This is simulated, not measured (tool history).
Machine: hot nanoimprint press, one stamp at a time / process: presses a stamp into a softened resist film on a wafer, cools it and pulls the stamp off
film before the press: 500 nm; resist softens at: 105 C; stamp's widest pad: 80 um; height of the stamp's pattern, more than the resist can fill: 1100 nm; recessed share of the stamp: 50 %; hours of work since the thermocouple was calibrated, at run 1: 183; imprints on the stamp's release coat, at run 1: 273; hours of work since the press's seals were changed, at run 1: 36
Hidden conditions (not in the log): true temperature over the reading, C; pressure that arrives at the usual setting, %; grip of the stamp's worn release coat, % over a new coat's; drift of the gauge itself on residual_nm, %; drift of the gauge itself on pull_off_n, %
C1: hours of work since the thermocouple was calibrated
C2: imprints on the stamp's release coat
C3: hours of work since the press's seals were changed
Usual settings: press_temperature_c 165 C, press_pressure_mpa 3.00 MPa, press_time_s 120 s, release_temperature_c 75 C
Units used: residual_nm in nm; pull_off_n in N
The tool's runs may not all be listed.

Run 1, day 0.000: usual settings; C1 183; C2 273; C3 36. Result: residual_nm 257.7 nm, pull_off_n 100.9 N.
Run 2, day 0.250: usual settings but press_temperature_c 161 C; C1 187; C2 305; C3 41. Result: residual_nm 287.5 nm, pull_off_n 102.0 N.
Run 3, day 0.596: usual settings but press_temperature_c 161 C; C1 193; C2 349; C3 46. Result: residual_nm 287.9 nm, pull_off_n 102.8 N.
Run 4, day 0.858: usual settings but release_temperature_c 83 C; C1 198; C2 381; C3 51. Result: residual_nm 257.8 nm, pull_off_n 78.6 N.
Run 5, day 1.325: usual settings but release_temperature_c 83 C; C1 205; C2 441; C3 59. Result: residual_nm 257.6 nm, pull_off_n 79.8 N.
Run 6, day 1.646: usual settings; C1 211; C2 481; C3 64. Result: residual_nm 257.6 nm, pull_off_n 105.5 N.
At day 2.138: stamp cleaned and given a new release coat.
Run 7, day 2.154: usual settings; C1 215; C2 2; C3 68. Result: residual_nm 257.9 nm, pull_off_n 96.9 N.
Run 8, day 2.562: usual settings; C1 222; C2 54; C3 75. Result: residual_nm 257.2 nm, pull_off_n 97.0 N.
Run 9, day 3.075: usual settings; C1 231; C2 118; C3 84. Result: residual_nm 257.4 nm, pull_off_n 98.4 N.
At day 3.225: plate thermocouple calibrated.
Run 10, day 3.733: usual settings; C1 9; C2 186; C3 93. Result: residual_nm 257.1 nm, pull_off_n 98.8 N.
Run 11, day 4.104: usual settings; C1 15; C2 233; C3 99. Result: residual_nm 257.2 nm, pull_off_n 100.7 N.
Run 12, day 4.683: usual settings but press_temperature_c 169 C; C1 25; C2 306; C3 109. Result: residual_nm 229.9 nm, pull_off_n 101.7 N.

Run 13 comes next. What will it give?
Run 13, day 5.083: usual settings but press_temperature_c 156 C, press_pressure_mpa 4.64 MPa; C1 31; C2 357; C3 116. Result: residual_nm ?, pull_off_n ?.

Logged for run 13: residual_nm 267.9 nm, pull_off_n 101.6 N.
Had the tool carried no hidden state, the very same run would have given residual_nm 271.9 nm, pull_off_n 96.1 N.

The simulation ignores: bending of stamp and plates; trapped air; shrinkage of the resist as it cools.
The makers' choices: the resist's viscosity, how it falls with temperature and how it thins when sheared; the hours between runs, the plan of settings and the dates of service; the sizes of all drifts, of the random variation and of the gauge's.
